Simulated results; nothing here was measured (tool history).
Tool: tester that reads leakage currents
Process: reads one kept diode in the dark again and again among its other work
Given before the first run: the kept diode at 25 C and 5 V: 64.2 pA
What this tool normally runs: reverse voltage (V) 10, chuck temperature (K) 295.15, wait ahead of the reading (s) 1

| run | hour | reverse voltage (V) | chuck temperature (K) | wait ahead of the reading (s) | current that the tester gives (pA) |
|---|---|---|---|---|---|
| 1 | 0 | 10 | 295.15 | 1 | 64 |
| 2 | 35.2 | 10 | 295.15 | 1 | 64.3 |
|  | 56.3 | chuck's temperature calibrated |
| 3 | 79.8 | 10 | 295.15 | 0.86 | 69.77 |
| 4 | 137.8 | 1.3 | 295.15 | 1 | 32.46 |
| 5 | 171.2 | 1.3 | 295.15 | 1 | 32.28 |
| 6 | 238 | 10 | 295.15 | 1.19 | 69.54 |
| 7 | 271.2 | 10 | 295.15 | 1.19 | 68.85 |
| 8 | 318.5 | 10 | 295.15 | 1.19 | 69.53 |
| 9 | 357.7 | 3.1 | 295.15 | 1 | 44.31 |
| 10 | 421.3 | 3.1 | 295.15 | 1 | 43.86 |
| 11 | 461.2 | 15.6 | 295.15 | 1 | 84.3 |
| 12 | 514.6 | 15.6 | 295.15 | 1 | 84.6 |
| 13 | 553.4 | 15.6 | 306.15 | 1 | 200.28 |
| 14 | 619.3 | 12.6 | 303.15 | 4.02 | 143.52 |
| 15 | 675.6 | 5.4 | 295.15 | 0.68 | 54.84 |
| 16 | 731.8 | 3.6 | 294.15 | 1 | 42.42 |
| 17 | 771.4 | 7.5 | 309.15 | 1 | 192.91 |
| 18 | 830.8 | 3.4 | 295.15 | 1 | 45.36 |
| 19 | 859.8 | 3.4 | 311.15 | 0.47 | 172.07 |
| 20 | 900.1 | 10.5 | 297.15 | 1 | 83.88 |
| 21 | 933.3 | 10.5 | 297.15 | 1 | 84.24 |
| 22 | 984.7 | 10 | 295.15 | 0.39 | 73.49 |
| 23 | 1050.6 | 10 | 298.15 | 1 | 88.89 |

What if the next run were any one of these 3? Each begins from the tool's condition after run 23:
| A | 1091.4 | 13 | 309.15 | 3.31 | ? |
| B | 1091.4 | 11 | 323.15 | 0.49 | ? |
| C | 1091.4 | 2.8 | 314.15 | 0.48 | ? |

| run | current that the tester gives (pA) |
|---|---|
| A | 232.49 |
| B | 651.69 |
| C | 201.29 |
Without the tool's hidden state the same runs would have given:
| run | current that the tester gives (pA) |
|---|---|
| A | 228.97 |
| B | 662.58 |
| C | 205.71 |
